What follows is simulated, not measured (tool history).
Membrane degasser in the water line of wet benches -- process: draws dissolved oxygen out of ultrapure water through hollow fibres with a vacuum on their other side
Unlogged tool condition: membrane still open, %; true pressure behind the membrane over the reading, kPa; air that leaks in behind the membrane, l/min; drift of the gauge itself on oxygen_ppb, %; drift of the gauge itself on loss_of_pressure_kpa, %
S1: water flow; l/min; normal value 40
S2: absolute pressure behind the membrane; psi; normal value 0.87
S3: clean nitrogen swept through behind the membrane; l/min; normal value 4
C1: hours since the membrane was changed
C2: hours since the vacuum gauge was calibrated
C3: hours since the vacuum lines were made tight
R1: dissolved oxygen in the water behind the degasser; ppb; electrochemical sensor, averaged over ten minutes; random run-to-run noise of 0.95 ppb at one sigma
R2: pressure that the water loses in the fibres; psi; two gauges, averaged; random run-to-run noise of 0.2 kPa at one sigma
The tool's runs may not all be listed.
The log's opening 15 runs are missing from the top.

run,day,S1,S2,S3,C1,C2,C3,R1,R2
16,49.792,40,0.754,4,2311,4708,3359,80,6.351
17,53.346,41,0.615,3.1,2396,4793,3444,69.3,6.557
18,55.608,43,0.87,4,2451,4848,3499,106.8,6.821
19,57.575,43,0.87,4,2498,4895,3546,107.9,6.854
20,60.188,56,1.201,2.14,2561,4958,3609,332.5,8.863
21,63.083,56,1.201,2.14,2630,5027,3678,338.4,9.018
22,66.233,58,0.592,7.74,2706,5103,3754,72.1,9.198
23,70.35,58,0.554,6.1,2804,5202,3853,70.1,9.246
24,73.746,55,0.87,4,2886,5283,3934,144,8.77
25,76.762,26,0.745,4,2958,5356,4006,47.2,4.154
26,79.104,38,1.842,10.1,3014,5412,4063,117.7,6.102
27,81.308,38,1.842,10.1,3067,5465,4116,113.6,6.129
28,85.283,30,0.522,5.78,3163,5560,4211,26.1,4.818
29,87.654,44,0.693,9.57,3220,5617,4268,55.8,7.052
30,90.4,44,1.063,5.61,3286,5683,4334,114.1,7.002
31,93.85,44,0.672,3.48,3368,5766,4417,83.1,7.073
# day 97.246: seals of the vacuum lines changed
32,97.308,44,0.672,3.48,3449,5847,2,84.3,7.085

Consider 3 possible next runs. They are alternatives, not a sequence: every one starts from the tool as it was left by run 32. What does each give?
A,99.921,43,0.87,9.24,3512,5909,64,?,?
B,99.921,59,0.672,3.48,3512,5909,64,?,?
C,99.921,39,0.585,3.48,3512,5909,64,?,?

run,R1,R2
A,69.6,6.894
B,119.5,9.528
C,58.1,6.237
Stripped of hidden state, with their random variation kept, the same runs would have yielded:
run,R1,R2
A,61.3,6.688
B,101.8,9.245
C,46.6,6.051
